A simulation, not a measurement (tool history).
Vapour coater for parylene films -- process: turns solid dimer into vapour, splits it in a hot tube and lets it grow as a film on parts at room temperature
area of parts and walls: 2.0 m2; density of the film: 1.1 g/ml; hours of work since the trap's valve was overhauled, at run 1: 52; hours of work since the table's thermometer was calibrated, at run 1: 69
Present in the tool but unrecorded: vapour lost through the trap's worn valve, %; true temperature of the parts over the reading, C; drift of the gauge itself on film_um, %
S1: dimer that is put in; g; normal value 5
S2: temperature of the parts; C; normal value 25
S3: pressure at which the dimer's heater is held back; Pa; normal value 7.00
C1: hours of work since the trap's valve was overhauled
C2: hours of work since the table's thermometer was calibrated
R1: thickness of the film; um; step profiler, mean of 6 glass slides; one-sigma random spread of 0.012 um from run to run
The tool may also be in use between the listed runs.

run   hour  S1  S2    S3   C1   C2    R1
  1    0.0   5  25  7.00   52   69  1.51
  2   12.3   5  25  2.06   59   75  1.66
  3   30.7   5  25  2.06   68   84  1.64
  4   53.9   5  25  2.06   80   96  1.61
  5   64.9   5  25  2.06   85  102  1.62
  6   78.7   5  25  2.06   93  109  1.61
  7   94.5   5  25  2.58  101  117  1.59
  8  109.5   5  25  2.58  108  125  1.56
  9  121.2   6  25  7.00  114  131  1.76
 10  140.8   5  25  7.00  124  141  1.47
 11  159.6   5  25  7.00  134  150  1.43
 12  180.4   5  25  7.00  144  161  1.47
 13  200.8   5  25  7.00  155  171  1.44
 14  213.3   5  25  7.00  161  178  1.45
 15  228.9   5  25  7.00  169  186  1.44
 16  244.3   5  25  7.00  177  194  1.43
 17  264.1   5  25  7.00  187  204  1.42
 18  287.4   5  31  7.00  199  216  1.14
 19  304.2   5  31  7.00  208  224  1.12
     316.1  -- trap's valve overhauled
 20  330.5   5  24  7.00    7  236  1.58
 21  345.3   5  24  7.00   15  243  1.57
 22  359.3   5  24  7.00   22  250  1.56
 23  380.2   5  25  7.00   33  261  1.53
 24  394.3   5  25  7.00   40  268  1.51
 25  416.8   3  25  2.60   51  280  0.95
 26  434.6   4  32  3.08   60  289  0.95
 27  452.0   9  25  7.55   69  298  2.70
 28  473.0   3  25  7.00   80  308  0.90
 29  498.7   2  25  4.12   93  321  0.62
 30  516.1   2  18  4.12  102  330  0.80
 31  537.7   3  28  4.12  113  341  0.80
 32  554.8   3  28  4.12  122  350  0.80
 33  568.1   3  28  4.12  129  357  0.80
 34  592.0   8  26  7.00  141  369  2.24
 35  614.6   5  26  5.42  152  381  1.41
 36  628.8   5  26  5.42  160  388  1.41

Run 37 is up next; what results do you expect?
 37  643.4   5  17  7.00  167  395   ?

{"run 37": {"R1": 1.96}}
On a tool with no hidden condition, and with the same random variation, this run would have come out at R1 2.08 um.
